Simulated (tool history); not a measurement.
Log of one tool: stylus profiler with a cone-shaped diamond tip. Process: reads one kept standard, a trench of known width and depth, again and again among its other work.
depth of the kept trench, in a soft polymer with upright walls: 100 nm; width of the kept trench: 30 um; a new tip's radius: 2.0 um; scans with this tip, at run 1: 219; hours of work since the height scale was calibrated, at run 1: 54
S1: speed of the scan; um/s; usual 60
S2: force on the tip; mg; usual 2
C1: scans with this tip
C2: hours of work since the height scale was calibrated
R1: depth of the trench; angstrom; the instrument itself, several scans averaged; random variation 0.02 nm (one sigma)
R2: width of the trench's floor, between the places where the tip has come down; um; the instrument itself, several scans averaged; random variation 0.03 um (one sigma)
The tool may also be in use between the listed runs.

{"run": 1, "hour": 0.0, "S1": 60, "S2": 2, "C1": 219, "C2": 54, "R1": 1005.2, "R2": 28.6}
{"run": 2, "hour": 46.1, "S1": 60, "S2": 4.27, "C1": 330, "C2": 82, "R1": 1008.6, "R2": 28.63}
{"run": 3, "hour": 79.1, "S1": 60, "S2": 4.27, "C1": 410, "C2": 101, "R1": 1008.2, "R2": 28.62}
{"run": 4, "hour": 118.9, "S1": 60, "S2": 4.27, "C1": 506, "C2": 125, "R1": 1008.6, "R2": 28.6}
{"run": 5, "hour": 168.9, "S1": 60, "S2": 2, "C1": 626, "C2": 155, "R1": 1005.1, "R2": 28.63}
{"run": 6, "hour": 204.0, "S1": 60, "S2": 2, "C1": 711, "C2": 176, "R1": 1005, "R2": 28.54}
{"run": 7, "hour": 228.6, "S1": 54, "S2": 2, "C1": 770, "C2": 190, "R1": 1004.9, "R2": 28.54}
{"run": 8, "hour": 270.5, "S1": 54, "S2": 2, "C1": 871, "C2": 215, "R1": 1005.2, "R2": 28.57}
{"run": 9, "hour": 302.6, "S1": 70, "S2": 2, "C1": 949, "C2": 235, "R1": 1005.2, "R2": 28.56}
{"run": 10, "hour": 341.5, "S1": 70, "S2": 2, "C1": 1043, "C2": 258, "R1": 1005, "R2": 28.47}
{"run": 11, "hour": 374.4, "S1": 70, "S2": 2, "C1": 1122, "C2": 277, "R1": 1005.3, "R2": 28.54}
{"run": 12, "hour": 408.2, "S1": 60, "S2": 2, "C1": 1204, "C2": 298, "R1": 1005.3, "R2": 28.51}
{"run": 13, "hour": 451.3, "S1": 15, "S2": 2, "C1": 1308, "C2": 323, "R1": 1004.9, "R2": 28.61}
{"run": 14, "hour": 496.8, "S1": 60, "S2": 1.15, "C1": 1417, "C2": 350, "R1": 1003.6, "R2": 28.48}
{"run": 15, "hour": 523.0, "S1": 60, "S2": 2, "C1": 1481, "C2": 366, "R1": 1004.7, "R2": 28.52}
{"run": 16, "hour": 546.9, "S1": 60, "S2": 2, "C1": 1538, "C2": 380, "R1": 1004.8, "R2": 28.54}
{"run": 17, "hour": 598.1, "S1": 60, "S2": 3.29, "C1": 1662, "C2": 411, "R1": 1006.5, "R2": 28.54}
{"run": 18, "hour": 628.6, "S1": 132, "S2": 2.82, "C1": 1735, "C2": 429, "R1": 1006.1, "R2": 28.4}
{"run": 19, "hour": 651.2, "S1": 59, "S2": 1.18, "C1": 1790, "C2": 442, "R1": 1003.1, "R2": 28.49}
{"run": 20, "hour": 686.9, "S1": 59, "S2": 1.18, "C1": 1876, "C2": 464, "R1": 1003.1, "R2": 28.48}
{"run": 21, "hour": 712.9, "S1": 78, "S2": 1.95, "C1": 1939, "C2": 479, "R1": 1004.5, "R2": 28.51}
{"run": 22, "hour": 741.1, "S1": 78, "S2": 1.95, "C1": 2007, "C2": 496, "R1": 1004.4, "R2": 28.41}
{"run": 23, "hour": 772.9, "S1": 123, "S2": 1.32, "C1": 2083, "C2": 515, "R1": 1003.4, "R2": 28.27}
{"run": 24, "hour": 800.1, "S1": 39, "S2": 2, "C1": 2149, "C2": 531, "R1": 1004.8, "R2": 28.51}
{"run": 25, "hour": 833.7, "S1": 124, "S2": 4.39, "C1": 2230, "C2": 551, "R1": 1008.1, "R2": 28.42}
{"run": 26, "hour": 855.9, "S1": 65, "S2": 5.59, "C1": 2283, "C2": 565, "R1": 1009.5, "R2": 28.5}
{"run": 27, "hour": 882.7, "S1": 219, "S2": 0.71, "C1": 2348, "C2": 581, "R1": 1002.2, "R2": 27.84}
{"run": 28, "hour": 919.5, "S1": 17, "S2": 1.56, "C1": 2437, "C2": 603, "R1": 1003.5, "R2": 28.53}
{"run": 29, "hour": 964.1, "S1": 173, "S2": 5.62, "C1": 2545, "C2": 629, "R1": 1009.7, "R2": 28.34}
{"run": 30, "hour": 1003.6, "S1": 27, "S2": 5.62, "C1": 2640, "C2": 653, "R1": 1009.5, "R2": 28.51}
{"run": 31, "hour": 1055.3, "S1": 112, "S2": 5.17, "C1": 2765, "C2": 684, "R1": 1008.8, "R2": 28.47}
{"run": 32, "hour": 1105.3, "S1": 60, "S2": 2.58, "C1": 2885, "C2": 713, "R1": 1005.4, "R2": 28.46}
{"run": 33, "hour": 1140.4, "S1": 19, "S2": 1.3, "C1": 2970, "C2": 734, "R1": 1002.9, "R2": 28.48}

Forecast each of these 3 alternatives for the next run:
{"run": "A", "hour": 1189.3, "S1": 18, "S2": 2, "C1": 3088, "C2": 763, "R1": "?", "R2": "?"}
{"run": "B", "hour": 1189.3, "S1": 20, "S2": 4.9, "C1": 3088, "C2": 763, "R1": "?", "R2": "?"}
{"run": "C", "hour": 1189.3, "S1": 49, "S2": 0.97, "C1": 3088, "C2": 763, "R1": "?", "R2": "?"}

run=A R1=1004.1 R2=28.53
run=B R1=1008.4 R2=28.47
run=C R1=1002.3 R2=28.45
Without the tool's hidden state the same runs would have given:
run=A R1=1004.8 R2=28.75
run=B R1=1009.1 R2=28.69
run=C R1=1003.1 R2=28.67
